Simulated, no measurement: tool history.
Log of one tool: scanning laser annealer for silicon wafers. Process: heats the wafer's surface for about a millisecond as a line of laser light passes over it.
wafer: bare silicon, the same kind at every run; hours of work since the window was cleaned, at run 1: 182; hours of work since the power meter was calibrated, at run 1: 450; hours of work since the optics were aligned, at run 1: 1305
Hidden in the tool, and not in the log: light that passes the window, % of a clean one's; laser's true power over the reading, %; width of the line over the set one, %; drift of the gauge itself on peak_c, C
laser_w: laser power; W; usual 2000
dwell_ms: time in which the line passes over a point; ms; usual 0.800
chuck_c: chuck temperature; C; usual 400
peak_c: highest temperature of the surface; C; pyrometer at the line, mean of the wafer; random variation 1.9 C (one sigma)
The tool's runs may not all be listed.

run,hour,laser_w,dwell_ms,chuck_c,hours of work since the window was cleaned,hours of work since the power meter was calibrated,hours of work since the optics were aligned,peak_c
1,0.0,2000,0.800,400,182,450,1305,1224
2,34.5,2000,0.800,400,199,466,1321,1223
3,73.5,2000,0.758,400,217,484,1339,1199
4,104.6,2000,0.800,382,231,499,1354,1206
# hour 117.4: optics aligned, line set to its width
5,139.0,2000,0.685,400,245,513,10,1147
6,162.3,2000,0.709,400,256,524,21,1168
7,200.8,2000,0.800,400,274,542,39,1223
8,233.1,2000,0.685,400,289,557,54,1156
9,259.0,2000,0.685,400,301,569,66,1151
10,287.5,1948,0.835,382,314,582,79,1200
11,321.1,2144,0.641,421,330,598,95,1205
12,354.0,2156,0.991,361,345,613,110,1376
13,389.4,2156,0.991,361,362,630,127,1378
14,422.2,2038,0.674,400,377,645,142,1164
15,443.0,1799,0.971,400,387,655,152,1217
16,472.0,1799,0.971,400,401,668,166,1221
17,499.0,1764,0.655,370,413,681,178,1005
18,527.9,2126,0.655,370,427,694,192,1156

Forecast each of these 4 alternatives for the next run:
# hour 546.7: window over the wafer cleaned
A,561.3,2000,0.800,429,7,709,206,?
# hour 546.7: window over the wafer cleaned
B,561.3,2000,0.653,400,7,709,206,?
# hour 546.7: window over the wafer cleaned
C,561.3,1703,0.866,385,7,709,206,?
# hour 546.7: window over the wafer cleaned
D,561.3,1722,0.806,375,7,709,206,?

run,peak_c
A,1254
B,1131
C,1101
D,1076
Without the tool's hidden state the same runs would have given:
run,peak_c
A,1255
B,1131
C,1101
D,1076
